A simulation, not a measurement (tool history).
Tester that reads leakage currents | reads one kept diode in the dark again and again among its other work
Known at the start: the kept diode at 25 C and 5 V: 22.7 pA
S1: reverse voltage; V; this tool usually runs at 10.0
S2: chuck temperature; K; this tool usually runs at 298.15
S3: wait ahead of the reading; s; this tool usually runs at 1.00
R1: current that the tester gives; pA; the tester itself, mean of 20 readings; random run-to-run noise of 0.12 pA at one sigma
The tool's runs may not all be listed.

run    hour    S1      S2    S3      R1
  1     0.0  10.0  298.15  1.00   53.97
  2    69.5  10.0  298.15  1.00   55.03
  3   114.9  10.0  298.15  1.00   55.65
  4   203.1  10.0  319.15  1.00  219.25
  5   293.5  10.0  319.15  1.00  224.20
  6   364.9  10.0  319.15  3.79  227.01
  7   446.5  10.0  319.15  3.79  230.81
  8   504.7  10.0  319.15  3.79  233.14
  9   549.5  10.0  298.15  6.09   62.59
 10   630.5  10.0  298.15  6.09   64.15
      654.2  -- chuck's temperature calibrated
 11   672.8  10.0  298.15  6.09   57.25
      694.9  -- probe card cleaned and baked
 12   747.6  10.0  298.15  6.09   34.47
 13   812.6  10.0  298.15  1.00   36.51
 14   851.6  10.0  298.15  1.00   37.45
 15   896.8  10.0  325.15  1.00  295.67
 16   947.4  10.0  298.15  5.36   37.71
 17  1009.9  10.0  298.15  5.36   38.86
 18  1097.4  10.0  298.15  5.36   40.48
 19  1185.6  16.4  327.15  2.11  477.34
     1193.1  -- tester calibrated
 20  1264.8  19.4  293.15  0.53   51.89
 21  1343.6   1.1  306.15  1.00   22.25
 22  1427.6   1.1  308.15  1.00   26.20
     1494.0  -- tester calibrated, once more
 23  1494.6   1.1  308.15  1.00   26.99
 24  1577.5   1.9  298.15  0.35   18.36
     1605.9  -- chuck's temperature calibrated
 25  1630.1   1.9  298.15  0.35   16.07
 26  1669.3  10.0  303.15  3.91   63.06
 27  1750.3  10.0  298.15  1.23   46.86
 28  1791.6  10.0  298.15  1.23   47.50
 29  1839.8  10.0  298.15  1.23   48.66
 30  1906.9   2.2  307.15  0.40   36.12
 31  1944.1   2.2  307.15  9.40   35.64
 32  1990.4  10.0  297.15  0.33   51.47
 33  2041.3  10.0  297.15  0.33   52.46

Subtracting, for every run, the result it would have given without the tool's unlogged condition from the measured result gives the following. The same run-to-run variation enters both numbers; the gauge's scatter may not:
The hidden state here: stray current of the dirty probe card, pA a volt; current scale over the true one, %; true chuck temperature over the reading, C; drift of the gauge itself on leakage_pa, %.
run      R1
  1  +18.80
  2  +19.97
  3  +20.74
  4  +35.46
  5  +39.97
  6  +43.50
  7  +47.31
  8  +50.04
  9  +28.80
 10  +30.31
 11  +23.14
 12   +0.41
 13   +1.55
 14   +2.26
 15   +8.34
 16   +3.91
 17   +4.99
 18   +6.59
 19  +41.48
 20  +14.84
 21   +3.06
 22   +3.94
 23   +4.54
 24   +4.31
 25   +2.02
 26  +11.15
 27  +12.08
 28  +12.75
 29  +13.71
 30   +4.91
 31   +5.22
 32  +16.08
 33  +17.07
